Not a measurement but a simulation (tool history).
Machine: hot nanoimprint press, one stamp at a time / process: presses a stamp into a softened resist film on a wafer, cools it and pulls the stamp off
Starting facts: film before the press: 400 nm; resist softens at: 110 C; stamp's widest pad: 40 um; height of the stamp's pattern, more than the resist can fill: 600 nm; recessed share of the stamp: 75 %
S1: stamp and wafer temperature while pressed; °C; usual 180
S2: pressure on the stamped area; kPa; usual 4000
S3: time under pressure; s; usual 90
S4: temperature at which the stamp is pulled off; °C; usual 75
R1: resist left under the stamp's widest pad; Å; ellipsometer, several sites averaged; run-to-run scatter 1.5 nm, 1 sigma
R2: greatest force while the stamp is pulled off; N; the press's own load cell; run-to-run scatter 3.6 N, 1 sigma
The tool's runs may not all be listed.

{"run": 1, "day": 0.0, "S1": 180, "S2": 4000, "S3": 90, "S4": 75, "R1": 2362, "R2": 177}
{"run": 2, "day": 1.117, "S1": 180, "S2": 4000, "S3": 90, "S4": 75, "R1": 2377, "R2": 175}
{"run": 3, "day": 3.312, "S1": 180, "S2": 4000, "S3": 90, "S4": 67, "R1": 2348, "R2": 190}
{"run": 4, "day": 5.158, "S1": 180, "S2": 4000, "S3": 90, "S4": 66, "R1": 2381, "R2": 191}
{"run": 5, "day": 6.95, "S1": 180, "S2": 4000, "S3": 90, "S4": 66, "R1": 2356, "R2": 194}
{"day": 7.329, "done": "stamp cleaned and given a new release coat"}
{"run": 6, "day": 8.379, "S1": 180, "S2": 4000, "S3": 140, "S4": 75, "R1": 2041, "R2": 181}
{"run": 7, "day": 9.596, "S1": 180, "S2": 4000, "S3": 140, "S4": 75, "R1": 2005, "R2": 176}
{"run": 8, "day": 11.646, "S1": 180, "S2": 4000, "S3": 140, "S4": 75, "R1": 2013, "R2": 178}
{"day": 12.65, "done": "press's hydraulic seals changed and the load cell set to zero"}
{"run": 9, "day": 13.188, "S1": 180, "S2": 4000, "S3": 140, "S4": 75, "R1": 2020, "R2": 178}
{"day": 13.567, "done": "plate thermocouple calibrated"}
{"run": 10, "day": 15.5, "S1": 180, "S2": 4000, "S3": 90, "S4": 75, "R1": 2349, "R2": 176}
{"run": 11, "day": 17.312, "S1": 180, "S2": 4000, "S3": 90, "S4": 75, "R1": 2368, "R2": 175}
{"run": 12, "day": 18.712, "S1": 180, "S2": 4000, "S3": 90, "S4": 75, "R1": 2372, "R2": 172}
{"run": 13, "day": 20.096, "S1": 180, "S2": 4000, "S3": 90, "S4": 75, "R1": 2347, "R2": 187}
{"run": 14, "day": 22.267, "S1": 180, "S2": 4000, "S3": 141, "S4": 75, "R1": 2007, "R2": 184}
{"run": 15, "day": 24.079, "S1": 180, "S2": 4000, "S3": 90, "S4": 75, "R1": 2364, "R2": 176}
{"run": 16, "day": 26.004, "S1": 180, "S2": 3410, "S3": 90, "S4": 75, "R1": 2476, "R2": 176}
{"day": 27.408, "done": "stamp cleaned and given a new release coat"}
{"run": 17, "day": 27.408, "S1": 180, "S2": 3410, "S3": 90, "S4": 75, "R1": 2473, "R2": 181}
{"run": 18, "day": 28.746, "S1": 183, "S2": 3410, "S3": 90, "S4": 73, "R1": 2292, "R2": 178}
{"run": 19, "day": 30.9, "S1": 187, "S2": 3410, "S3": 90, "S4": 60, "R1": 2086, "R2": 192}
{"run": 20, "day": 32.846, "S1": 192, "S2": 5880, "S3": 90, "S4": 75, "R1": 1457, "R2": 179}
{"run": 21, "day": 34.008, "S1": 178, "S2": 5880, "S3": 90, "S4": 68, "R1": 2212, "R2": 188}
{"run": 22, "day": 35.854, "S1": 178, "S2": 5880, "S3": 90, "S4": 68, "R1": 2179, "R2": 182}
{"run": 23, "day": 37.642, "S1": 180, "S2": 4400, "S3": 86, "S4": 71, "R1": 2288, "R2": 177}
{"day": 39.079, "done": "plate thermocouple calibrated"}
{"run": 24, "day": 39.596, "S1": 177, "S2": 3740, "S3": 59, "S4": 69, "R1": 2929, "R2": 184}
{"run": 25, "day": 41.292, "S1": 177, "S2": 3740, "S3": 59, "S4": 69, "R1": 2912, "R2": 176}
{"run": 26, "day": 43.433, "S1": 185, "S2": 3740, "S3": 133, "S4": 69, "R1": 1814, "R2": 185}
{"run": 27, "day": 45.604, "S1": 185, "S2": 3740, "S3": 97, "S4": 79, "R1": 2048, "R2": 174}
{"day": 47.158, "done": "stamp cleaned and given a new release coat"}
{"run": 28, "day": 47.779, "S1": 185, "S2": 3740, "S3": 97, "S4": 79, "R1": 2083, "R2": 170}
{"run": 29, "day": 49.542, "S1": 176, "S2": 4000, "S3": 47, "S4": 75, "R1": 3065, "R2": 176}
{"run": 30, "day": 51.508, "S1": 192, "S2": 4000, "S3": 90, "S4": 71, "R1": 1687, "R2": 181}

Below are 4 alternative next runs, each starting from the tool's condition after run 30. Predict each:
{"run": "A", "day": 53.371, "S1": 178, "S2": 4000, "S3": 151, "S4": 71, "R1": "?", "R2": "?"}
{"run": "B", "day": 53.371, "S1": 180, "S2": 6230, "S3": 90, "S4": 75, "R1": "?", "R2": "?"}
{"run": "C", "day": 53.371, "S1": 192, "S2": 4000, "S3": 142, "S4": 72, "R1": "?", "R2": "?"}
{"run": "D", "day": 53.371, "S1": 168, "S2": 4000, "S3": 90, "S4": 68, "R1": "?", "R2": "?"}

run=A R1=2078 R2=185
run=B R1=2007 R2=182
run=C R1=1380 R2=183
run=D R1=3154 R2=183
Without the tool's hidden state the same runs would have given:
run=A R1=2077 R2=184
run=B R1=2006 R2=181
run=C R1=1379 R2=183
run=D R1=3153 R2=182

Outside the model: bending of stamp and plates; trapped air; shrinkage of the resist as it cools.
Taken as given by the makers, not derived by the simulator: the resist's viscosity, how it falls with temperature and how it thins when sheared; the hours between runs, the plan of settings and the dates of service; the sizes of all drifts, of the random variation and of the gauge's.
